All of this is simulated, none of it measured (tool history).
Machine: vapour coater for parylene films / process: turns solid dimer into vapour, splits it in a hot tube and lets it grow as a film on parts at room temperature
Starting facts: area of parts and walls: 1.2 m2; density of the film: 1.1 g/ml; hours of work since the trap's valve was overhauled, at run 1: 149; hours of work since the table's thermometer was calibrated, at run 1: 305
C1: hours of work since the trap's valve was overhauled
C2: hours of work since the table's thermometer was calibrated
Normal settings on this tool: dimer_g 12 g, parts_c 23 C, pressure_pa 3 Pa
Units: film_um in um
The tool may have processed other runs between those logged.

Run 1, hour 0: usual settings; C1 149; C2 305. Result: film_um 7.22 um.
Run 2, hour 10: usual settings; C1 157; C2 312. Result: film_um 7.2 um.
Run 3, hour 26.3: usual settings; C1 169; C2 325. Result: film_um 7.21 um.
Run 4, hour 37.7: usual settings; C1 178; C2 333. Result: film_um 7.21 um.
Run 5, hour 47.1: usual settings; C1 185; C2 340. Result: film_um 7.17 um.
Run 6, hour 55.3: usual settings; C1 191; C2 346. Result: film_um 7.15 um.
Run 7, hour 70.3: usual settings; C1 202; C2 358. Result: film_um 7.17 um.
Run 8, hour 85: usual settings; C1 213; C2 369. Result: film_um 7.16 um.
Run 9, hour 101.1: usual settings; C1 226; C2 381. Result: film_um 7.12 um.
Run 10, hour 113.6: usual settings; C1 235; C2 391. Result: film_um 7.15 um.
Run 11, hour 123.5: usual settings; C1 242; C2 398. Result: film_um 7.17 um.
Run 12, hour 131.4: usual settings; C1 248; C2 404. Result: film_um 7.14 um.
Run 13, hour 146: usual settings; C1 259; C2 415. Result: film_um 7.15 um.
Run 14, hour 159.2: usual settings; C1 269; C2 425. Result: film_um 7.11 um.
Run 15, hour 168.7: usual settings but pressure_pa 2.8 Pa; C1 277; C2 432. Result: film_um 7.21 um.
Run 16, hour 177: usual settings but parts_c 25 C, pressure_pa 4.86 Pa; C1 283; C2 438. Result: film_um 5.75 um.

Predict the results of run 17:
Run 17, hour 191.6: usual settings but parts_c 25 C, pressure_pa 4.86 Pa; C1 294; C2 450. Result: film_um ?.

Run 17 gave film_um 5.76 um.
Minus the tool's unlogged condition, the same run would have read film_um 5.86 um.

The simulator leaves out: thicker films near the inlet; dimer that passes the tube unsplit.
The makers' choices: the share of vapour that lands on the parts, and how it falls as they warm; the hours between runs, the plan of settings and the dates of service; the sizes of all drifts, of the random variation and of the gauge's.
